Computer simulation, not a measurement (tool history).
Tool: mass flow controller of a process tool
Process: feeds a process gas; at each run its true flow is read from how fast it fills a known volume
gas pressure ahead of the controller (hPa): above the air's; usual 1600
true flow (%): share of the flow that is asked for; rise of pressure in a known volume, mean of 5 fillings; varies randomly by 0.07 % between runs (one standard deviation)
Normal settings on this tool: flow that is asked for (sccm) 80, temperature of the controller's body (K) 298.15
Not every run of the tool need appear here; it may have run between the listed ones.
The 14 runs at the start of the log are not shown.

run	day	flow that is asked for (sccm)	gas pressure ahead of the controller (hPa)	temperature of the controller's body (K)	true flow (%)
15	103.896	80	1600	298.15	99.60
16	110.692	80	1600	298.15	99.71
17	119.192	80	1600	298.15	99.71
18	123.825	80	1600	298.15	99.59
19	130.692	80	1600	298.15	99.75
20	140.558	80	1530	298.15	99.69
21	145.058	106	1600	298.15	99.14
22	155.012	80	2300	298.15	99.98
23	159.821	80	2700	298.15	100.01

Expected results for the next run?
24	170.042	99	2700	297.15	?

true flow (%): 99.64
With the hidden condition absent and the run-to-run variation left alone, this run would have shown true flow (%) 99.52.
